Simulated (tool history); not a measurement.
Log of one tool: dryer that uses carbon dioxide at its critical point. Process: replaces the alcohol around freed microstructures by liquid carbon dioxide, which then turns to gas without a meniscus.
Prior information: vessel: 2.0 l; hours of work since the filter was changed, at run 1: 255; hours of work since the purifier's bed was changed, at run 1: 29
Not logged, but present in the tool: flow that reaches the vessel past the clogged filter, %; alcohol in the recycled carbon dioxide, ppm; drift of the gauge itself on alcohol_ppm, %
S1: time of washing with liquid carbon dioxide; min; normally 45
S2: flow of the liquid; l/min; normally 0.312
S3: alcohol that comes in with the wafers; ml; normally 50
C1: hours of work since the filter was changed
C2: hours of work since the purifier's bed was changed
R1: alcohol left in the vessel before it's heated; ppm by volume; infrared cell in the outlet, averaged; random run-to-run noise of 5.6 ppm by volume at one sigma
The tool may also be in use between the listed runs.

run	hour	S1	S2	S3	C1	C2	R1
1	0	45	0.312	50	255	29	268
2	16	45	0.464	50	261	34	45
3	33.3	45	0.312	49	266	40	281
4	45.9	45	0.236	50	270	44	794
5	59	45	0.312	50	274	48	283
6	77.4	45	0.312	50	280	54	282
7	90	69	0.312	50	284	58	44
8	102	45	0.312	50	288	62	284
9	122.4	45	0.312	50	295	68	283
10	137.6	45	0.312	50	299	73	298
11	156.6	45	0.312	50	305	79	305
12	165.8	45	0.312	50	308	82	299
13	177.8	45	0.312	50	312	86	311
14	197.7	45	0.312	50	319	92	301
# hour 203.9: inlet filter changed
15	219.1	45	0.312	50	5	99	182
16	235.3	64	0.395	50	10	104	24
17	248.8	64	0.395	50	14	108	35
18	261.7	41	0.198	22	19	113	611
19	280.2	41	0.198	22	24	118	595
20	291.6	38	0.326	50	28	122	336
21	309.6	45	0.312	46	34	128	183
22	327.1	45	0.312	46	39	133	195
23	339.8	65	0.267	30	43	137	54
24	357.6	36	0.375	77	49	143	360
25	370.8	45	0.423	50	53	147	66
26	387.4	45	0.423	50	59	153	66
27	402.9	36	0.276	83	64	158	1273

Below are 5 alternative next runs, each starting from the tool's condition after run 27. Predict each:
A	413.6	37	0.268	50	67	161	?
B	413.6	42	0.364	22	67	161	?
C	413.6	29	0.231	105	67	161	?
D	413.6	49	0.226	38	67	161	?
E	413.6	36	0.276	66	67	161	?

run	R1
A	780
B	90
C	4948
D	402
E	1047
With no hidden state in the tool, these same runs would have given:
run	R1
A	690
B	53
C	4649
D	338
E	936
